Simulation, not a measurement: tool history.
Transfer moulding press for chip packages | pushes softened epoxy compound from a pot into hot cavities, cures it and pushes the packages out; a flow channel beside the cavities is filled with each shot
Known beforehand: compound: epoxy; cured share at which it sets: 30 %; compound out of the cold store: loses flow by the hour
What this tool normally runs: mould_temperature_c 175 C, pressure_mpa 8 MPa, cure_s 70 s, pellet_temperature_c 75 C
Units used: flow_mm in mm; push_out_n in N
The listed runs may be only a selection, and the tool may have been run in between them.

run   hour  mould_temperature_c  pressure_mpa  cure_s  pellet_temperature_c  incoming compound's hours out of the cold store  flow_mm  push_out_n
  1      0                  175             8      70                    75                                             24.2      571         606
      18.7  -- plunger's sealing rings changed
      22.6  -- cavities cleaned with cleaning compound and waxed
  2   31.4                  175             8      70                    75                                                8      599         644
  3     53                  175          6.91      70                    75                                             28.8      521         619
        69  -- cavities cleaned with cleaning compound and waxed
  4   82.6                  175          6.91      70                    75                                             35.8      508         600
  5  102.1                  175             8      70                    75                                              9.6      595         644
       118  -- cavities cleaned with cleaning compound and waxed
  6  137.4                  175             8      70                    75                                             14.8      586         620
  7  158.1                  175             8      70                    75                                               31      555         622
     165.1  -- cavities cleaned with cleaning compound and waxed
  8  178.4                  175             8      70                    75                                               38      545         609
     202.9  -- plunger's sealing rings changed
     213.9  -- cavities cleaned with cleaning compound and waxed
  9  214.8                  175             8      70                    75                                             38.6      545         603
 10  238.5                  175             8      70                    75                                             38.4      543         622
     260.6  -- cavities cleaned with cleaning compound and waxed
 11  276.4                  175             8      70                    75                                             12.7      588         619
 12  304.7                  175             8      70                    75                                             11.8      590         675
     309.3  -- cavities cleaned with cleaning compound and waxed
 13  327.5                  175             8      70                    75                                             11.1      592         632
     355.8  -- cavities cleaned with cleaning compound and waxed
 14  355.8                  171             8      83                    85                                             30.8      560         556
     386.9  -- plunger's sealing rings changed
 15  387.2                  171             8      83                    85                                              9.6      603         573
     406.1  -- cavities cleaned with cleaning compound and waxed
 16  411.4                  175          6.16      70                    83                                             34.5      483         610
 17  438.8                  176          6.17      97                    71                                               20      502         447
     454.8  -- cavities cleaned with cleaning compound and waxed
 18  471.6                  176          6.17      97                    71                                             20.2      505         446
 19  494.5                  183          9.53      58                    66                                               10      634         614

What will run 20 give?
     502.9  -- cavities cleaned with cleaning compound and waxed
 20  525.1                  183          9.53      58                    66                                             18.1        ?           ?

Run 20 measured flow_mm 621 mm, push_out_n 602 N.
Were there no unlogged condition in the tool, this run, its random variation unchanged, would have produced flow_mm 622 mm, push_out_n 594 N.

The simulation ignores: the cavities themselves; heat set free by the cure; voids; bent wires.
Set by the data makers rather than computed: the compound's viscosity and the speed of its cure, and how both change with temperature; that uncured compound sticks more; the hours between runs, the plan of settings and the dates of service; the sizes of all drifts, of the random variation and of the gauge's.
